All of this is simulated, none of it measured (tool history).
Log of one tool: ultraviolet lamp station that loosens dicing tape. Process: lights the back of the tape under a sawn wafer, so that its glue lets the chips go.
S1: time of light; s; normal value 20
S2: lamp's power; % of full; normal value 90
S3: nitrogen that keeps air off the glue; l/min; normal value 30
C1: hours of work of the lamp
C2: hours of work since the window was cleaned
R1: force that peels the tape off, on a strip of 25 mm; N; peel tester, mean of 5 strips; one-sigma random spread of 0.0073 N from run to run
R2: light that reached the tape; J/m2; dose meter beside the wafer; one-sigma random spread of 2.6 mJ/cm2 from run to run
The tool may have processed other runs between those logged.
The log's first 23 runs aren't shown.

{"day": 31.325, "done": "window cleaned of glue's vapour"}
{"run": 24, "day": 33.054, "S1": 12, "S2": 90, "S3": 30, "C1": 409, "C2": 24, "R1": 0.947, "R2": 1460}
{"run": 25, "day": 34.338, "S1": 23, "S2": 70, "S3": 30, "C1": 427, "C2": 43, "R1": 0.513, "R2": 2080}
{"run": 26, "day": 35.762, "S1": 32, "S2": 70, "S3": 39, "C1": 447, "C2": 63, "R1": 0.286, "R2": 2860}
{"run": 27, "day": 37.667, "S1": 37, "S2": 95, "S3": 45, "C1": 474, "C2": 89, "R1": 0.166, "R2": 4420}
{"run": 28, "day": 39.579, "S1": 20, "S2": 87, "S3": 10, "C1": 501, "C2": 116, "R1": 0.766, "R2": 2150}
{"run": 29, "day": 41.088, "S1": 21, "S2": 90, "S3": 50, "C1": 522, "C2": 138, "R1": 0.393, "R2": 2300}
{"day": 42.854, "done": "window cleaned of glue's vapour, once more"}
{"run": 30, "day": 43.279, "S1": 20, "S2": 91, "S3": 37, "C1": 553, "C2": 6, "R1": 0.307, "R2": 2770}
{"run": 31, "day": 44.871, "S1": 20, "S2": 91, "S3": 37, "C1": 575, "C2": 28, "R1": 0.322, "R2": 2720}
{"run": 32, "day": 46.421, "S1": 20, "S2": 68, "S3": 37, "C1": 597, "C2": 50, "R1": 0.504, "R2": 2070}
{"run": 33, "day": 48.371, "S1": 11, "S2": 65, "S3": 10, "C1": 624, "C2": 78, "R1": 1.673, "R2": 1070}
{"run": 34, "day": 49.683, "S1": 18, "S2": 65, "S3": 16, "C1": 643, "C2": 96, "R1": 0.886, "R2": 1690}
{"run": 35, "day": 50.929, "S1": 13, "S2": 72, "S3": 9, "C1": 661, "C2": 114, "R1": 1.405, "R2": 1350}
{"run": 36, "day": 52.8, "S1": 13, "S2": 72, "S3": 9, "C1": 687, "C2": 140, "R1": 1.376, "R2": 1330}
{"run": 37, "day": 54.462, "S1": 12, "S2": 72, "S3": 9, "C1": 710, "C2": 164, "R1": 1.442, "R2": 1200}
{"run": 38, "day": 56.329, "S1": 39, "S2": 88, "S3": 17, "C1": 737, "C2": 190, "R1": 0.195, "R2": 4720}
{"run": 39, "day": 57.846, "S1": 39, "S2": 88, "S3": 17, "C1": 758, "C2": 211, "R1": 0.2, "R2": 4710}
{"run": 40, "day": 59.204, "S1": 39, "S2": 88, "S3": 17, "C1": 777, "C2": 231, "R1": 0.204, "R2": 4650}
{"run": 41, "day": 60.558, "S1": 39, "S2": 88, "S3": 17, "C1": 796, "C2": 250, "R1": 0.21, "R2": 4560}
{"run": 42, "day": 61.808, "S1": 39, "S2": 80, "S3": 17, "C1": 814, "C2": 267, "R1": 0.23, "R2": 4130}
{"run": 43, "day": 62.8, "S1": 39, "S2": 80, "S3": 17, "C1": 828, "C2": 281, "R1": 0.232, "R2": 4130}
{"run": 44, "day": 64.479, "S1": 17, "S2": 86, "S3": 30, "C1": 852, "C2": 305, "R1": 0.599, "R2": 1900}

Here are 3 independent what-if runs from the current tool condition. What would each one return?
{"run": "A", "day": 65.933, "S1": 31, "S2": 90, "S3": 47, "C1": 872, "C2": 326, "R1": "?", "R2": "?"}
{"run": "B", "day": 65.933, "S1": 16, "S2": 86, "S3": 23, "C1": 872, "C2": 326, "R1": "?", "R2": "?"}
{"run": "C", "day": 65.933, "S1": 12, "S2": 90, "S3": 30, "C1": 872, "C2": 326, "R1": "?", "R2": "?"}

run=A R1=0.219 R2=3590
run=B R1=0.722 R2=1770
run=C R1=0.958 R2=1420
Take away the tool's hidden state, keep each run's random variation, and the runs would have read:
run=A R1=0.180 R2=4930
run=B R1=0.441 R2=2430
run=C R1=0.607 R2=1940
